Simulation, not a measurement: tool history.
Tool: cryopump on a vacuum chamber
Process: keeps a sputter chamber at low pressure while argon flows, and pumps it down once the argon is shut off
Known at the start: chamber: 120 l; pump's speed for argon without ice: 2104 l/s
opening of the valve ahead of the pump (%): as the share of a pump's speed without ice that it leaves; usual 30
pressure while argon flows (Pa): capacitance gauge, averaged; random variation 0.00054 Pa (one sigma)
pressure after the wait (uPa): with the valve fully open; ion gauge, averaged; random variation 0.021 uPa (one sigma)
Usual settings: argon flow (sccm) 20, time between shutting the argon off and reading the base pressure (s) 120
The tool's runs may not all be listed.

run,hour,argon flow (sccm),time between shutting the argon off and reading the base pressure (s),opening of the valve ahead of the pump (%),pressure while argon flows (Pa),pressure after the wait (uPa)
1,0.0,20,120,30,0.0539,0.51
2,16.0,20,120,30,0.0547,0.53
3,36.2,20,120,30,0.0541,0.54
4,55.4,20,120,30,0.0545,0.55
5,77.9,20,165,30,0.0537,0.50
6,93.1,20,120,30,0.0552,0.63
7,107.4,20,120,30,0.0544,0.61
8,122.7,20,120,30,0.0548,0.61
9,135.3,13,120,30,0.0356,0.65
10,145.1,13,120,30,0.0354,0.65
11,160.2,20,120,30,0.0549,0.70
12,170.6,20,120,30,0.0540,0.64
13,185.0,20,120,26,0.0634,0.70
14,200.6,20,120,22,0.0752,0.70
15,219.7,20,242,22,0.0743,0.60
16,234.3,20,242,22,0.0751,0.64
17,248.9,20,120,30,0.0554,0.72
18,262.7,12,30,16,0.0620,1.46
19,280.2,12,86,18,0.0552,0.87
20,293.3,12,86,18,0.0554,0.87
21,303.6,12,86,18,0.0546,0.89
22,315.0,32,120,39,0.0689,0.76
23,337.8,32,136,39,0.0695,0.86
24,348.9,32,136,39,0.0703,0.83
25,367.8,20,120,23,0.0721,0.84
26,390.7,20,120,24,0.0690,0.91
27,408.7,36,78,24,0.1253,1.06
28,426.4,26,20,29,0.0749,2.14
29,446.0,18,121,29,0.0519,1.00
30,458.8,18,121,29,0.0529,0.96
31,477.0,28,284,30,0.0796,0.91
32,496.1,36,27,45,0.0710,1.75
33,518.5,36,27,45,0.0700,1.83

3 ways to go on from here, each from the tool as it stands after run 33. What would each give?
A,540.2,26,166,31,?,?
B,540.2,39,35,24,?,?
C,540.2,27,26,39,?,?

run,pressure while argon flows (Pa),pressure after the wait (uPa)
A,0.0728,1.00
B,0.1361,1.62
C,0.0606,1.92
Without the tool's hidden state the same runs would have given:
run,pressure while argon flows (Pa),pressure after the wait (uPa)
A,0.0684,0.29
B,0.1296,0.93
C,0.0561,1.22

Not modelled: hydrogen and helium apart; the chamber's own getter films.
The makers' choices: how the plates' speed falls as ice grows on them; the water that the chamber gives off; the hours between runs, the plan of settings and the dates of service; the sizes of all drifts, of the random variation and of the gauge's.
